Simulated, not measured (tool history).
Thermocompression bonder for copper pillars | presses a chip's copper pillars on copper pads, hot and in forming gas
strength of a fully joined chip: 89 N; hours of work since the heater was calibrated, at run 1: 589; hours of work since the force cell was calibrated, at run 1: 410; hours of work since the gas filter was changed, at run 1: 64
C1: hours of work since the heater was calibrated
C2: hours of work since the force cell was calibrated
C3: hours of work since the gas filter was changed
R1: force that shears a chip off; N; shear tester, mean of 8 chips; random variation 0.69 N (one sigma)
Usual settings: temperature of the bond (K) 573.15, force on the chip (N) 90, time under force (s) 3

run 1 day=0.000 | temperature_of_the_bond_(K)=573.15 force_on_the_chip_(N)=90 time_under_force_(s)=3 | C1=589 C2=410 C3=64 | R1=48.1
run 2 day=3.558 | temperature_of_the_bond_(K)=573.15 force_on_the_chip_(N)=90 time_under_force_(s)=3 | C1=650 C2=471 C3=125 | R1=48.6
run 3 day=6.108 | temperature_of_the_bond_(K)=573.15 force_on_the_chip_(N)=90 time_under_force_(s)=3 | C1=694 C2=515 C3=169 | R1=48.1
run 4 day=7.888 | temperature_of_the_bond_(K)=573.15 force_on_the_chip_(N)=90 time_under_force_(s)=3 | C1=725 C2=546 C3=200 | R1=48.1
run 5 day=9.496 | temperature_of_the_bond_(K)=573.15 force_on_the_chip_(N)=90 time_under_force_(s)=3 | C1=752 C2=573 C3=227 | R1=47.5
-- day=9.783 forming gas filter changed
run 6 day=12.796 | temperature_of_the_bond_(K)=573.15 force_on_the_chip_(N)=90 time_under_force_(s)=3 | C1=809 C2=630 C3=52 | R1=47.6
run 7 day=15.271 | temperature_of_the_bond_(K)=573.15 force_on_the_chip_(N)=90 time_under_force_(s)=3 | C1=851 C2=672 C3=94 | R1=48.1
run 8 day=16.888 | temperature_of_the_bond_(K)=573.15 force_on_the_chip_(N)=90 time_under_force_(s)=3 | C1=879 C2=700 C3=122 | R1=47.6
run 9 day=20.704 | temperature_of_the_bond_(K)=573.15 force_on_the_chip_(N)=76 time_under_force_(s)=3 | C1=945 C2=766 C3=188 | R1=40.4
-- day=23.404 forming gas filter changed
run 10 day=24.338 | temperature_of_the_bond_(K)=565.15 force_on_the_chip_(N)=90 time_under_force_(s)=3 | C1=1007 C2=828 C3=16 | R1=43.7
run 11 day=27.933 | temperature_of_the_bond_(K)=573.15 force_on_the_chip_(N)=127 time_under_force_(s)=3 | C1=1069 C2=890 C3=78 | R1=60.7
run 12 day=30.967 | temperature_of_the_bond_(K)=573.15 force_on_the_chip_(N)=127 time_under_force_(s)=3 | C1=1121 C2=942 C3=130 | R1=61.4
run 13 day=32.592 | temperature_of_the_bond_(K)=601.15 force_on_the_chip_(N)=90 time_under_force_(s)=3 | C1=1149 C2=970 C3=158 | R1=64.4
run 14 day=35.850 | temperature_of_the_bond_(K)=573.15 force_on_the_chip_(N)=90 time_under_force_(s)=3 | C1=1205 C2=1026 C3=214 | R1=47.9
-- day=36.942 forming gas filter changed
run 15 day=39.221 | temperature_of_the_bond_(K)=591.15 force_on_the_chip_(N)=90 time_under_force_(s)=3 | C1=1262 C2=1083 C3=39 | R1=57.5
run 16 day=41.146 | temperature_of_the_bond_(K)=573.15 force_on_the_chip_(N)=90 time_under_force_(s)=3 | C1=1295 C2=1116 C3=72 | R1=47.3
run 17 day=44.600 | temperature_of_the_bond_(K)=573.15 force_on_the_chip_(N)=90 time_under_force_(s)=3 | C1=1355 C2=1176 C3=132 | R1=48.3
run 18 day=48.204 | temperature_of_the_bond_(K)=573.15 force_on_the_chip_(N)=90 time_under_force_(s)=3 | C1=1417 C2=1238 C3=194 | R1=49.1
-- day=50.529 forming gas filter changed
run 19 day=51.867 | temperature_of_the_bond_(K)=573.15 force_on_the_chip_(N)=90 time_under_force_(s)=3 | C1=1479 C2=1300 C3=23 | R1=49.0
-- day=54.146 heater calibrated with a thermocouple chip
run 20 day=54.562 | temperature_of_the_bond_(K)=573.15 force_on_the_chip_(N)=90 time_under_force_(s)=3 | C1=7 C2=1345 C3=68 | R1=47.6
run 21 day=58.438 | temperature_of_the_bond_(K)=597.15 force_on_the_chip_(N)=130 time_under_force_(s)=2 | C1=74 C2=1412 C3=135 | R1=68.0
run 22 day=62.079 | temperature_of_the_bond_(K)=597.15 force_on_the_chip_(N)=130 time_under_force_(s)=2 | C1=136 C2=1474 C3=197 | R1=69.8
-- day=64.233 forming gas filter changed
run 23 day=64.983 | temperature_of_the_bond_(K)=589.15 force_on_the_chip_(N)=68 time_under_force_(s)=3 | C1=186 C2=1524 C3=13 | R1=46.1
run 24 day=67.042 | temperature_of_the_bond_(K)=589.15 force_on_the_chip_(N)=68 time_under_force_(s)=3 | C1=221 C2=1559 C3=48 | R1=45.5
run 25 day=69.279 | temperature_of_the_bond_(K)=589.15 force_on_the_chip_(N)=108 time_under_force_(s)=3 | C1=260 C2=1598 C3=87 | R1=63.1
run 26 day=72.075 | temperature_of_the_bond_(K)=569.15 force_on_the_chip_(N)=125 time_under_force_(s)=5 | C1=308 C2=1646 C3=135 | R1=66.1
-- day=74.617 force cell calibrated
run 27 day=74.862 | temperature_of_the_bond_(K)=568.15 force_on_the_chip_(N)=111 time_under_force_(s)=3 | C1=355 C2=4 C3=182 | R1=54.0
run 28 day=76.596 | temperature_of_the_bond_(K)=568.15 force_on_the_chip_(N)=111 time_under_force_(s)=3 | C1=385 C2=34 C3=211 | R1=52.8
-- day=77.817 forming gas filter changed
run 29 day=80.450 | temperature_of_the_bond_(K)=568.15 force_on_the_chip_(N)=111 time_under_force_(s)=3 | C1=450 C2=100 C3=45 | R1=54.0
run 30 day=82.296 | temperature_of_the_bond_(K)=593.15 force_on_the_chip_(N)=90 time_under_force_(s)=3 | C1=482 C2=132 C3=77 | R1=59.3
run 31 day=84.512 | temperature_of_the_bond_(K)=573.15 force_on_the_chip_(N)=71 time_under_force_(s)=6 | C1=520 C2=170 C3=115 | R1=49.9
run 32 day=87.275 | temperature_of_the_bond_(K)=573.15 force_on_the_chip_(N)=71 time_under_force_(s)=6 | C1=568 C2=217 C3=163 | R1=50.4
run 33 day=91.012 | temperature_of_the_bond_(K)=573.15 force_on_the_chip_(N)=71 time_under_force_(s)=6 | C1=632 C2=281 C3=227 | R1=50.1
-- day=91.396 forming gas filter changed
run 34 day=93.112 | temperature_of_the_bond_(K)=581.15 force_on_the_chip_(N)=89 time_under_force_(s)=5 | C1=668 C2=317 C3=30 | R1=58.7
run 35 day=95.775 | temperature_of_the_bond_(K)=559.15 force_on_the_chip_(N)=83 time_under_force_(s)=2 | C1=714 C2=363 C3=75 | R1=32.3
run 36 day=98.600 | temperature_of_the_bond_(K)=562.15 force_on_the_chip_(N)=120 time_under_force_(s)=4 | C1=762 C2=412 C3=124 | R1=57.6
run 37 day=101.642 | temperature_of_the_bond_(K)=562.15 force_on_the_chip_(N)=120 time_under_force_(s)=4 | C1=814 C2=464 C3=176 | R1=58.1
run 38 day=103.304 | temperature_of_the_bond_(K)=562.15 force_on_the_chip_(N)=120 time_under_force_(s)=4 | C1=843 C2=492 C3=205 | R1=58.1
-- day=104.933 forming gas filter changed
run 39 day=106.442 | temperature_of_the_bond_(K)=562.15 force_on_the_chip_(N)=120 time_under_force_(s)=4 | C1=897 C2=546 C3=26 | R1=58.1

4 ways to go on from here, each from the tool as it stands after run 39. What would each give?
run A day=108.742 | temperature_of_the_bond_(K)=573.15 force_on_the_chip_(N)=69 time_under_force_(s)=2 | C1=936 C2=586 C3=65 | R1=?
run B day=108.742 | temperature_of_the_bond_(K)=578.15 force_on_the_chip_(N)=84 time_under_force_(s)=2 | C1=936 C2=586 C3=65 | R1=?
run C day=108.742 | temperature_of_the_bond_(K)=569.15 force_on_the_chip_(N)=120 time_under_force_(s)=4 | C1=936 C2=586 C3=65 | R1=?
run D day=108.742 | temperature_of_the_bond_(K)=562.15 force_on_the_chip_(N)=120 time_under_force_(s)=2 | C1=936 C2=586 C3=65 | R1=?

run=A R1=34.1
run=B R1=42.4
run=C R1=62.7
run=D R1=46.1
Without the tool's hidden state the same runs would have given:
run=A R1=34.1
run=B R1=42.3
run=C R1=62.7
run=D R1=46.1
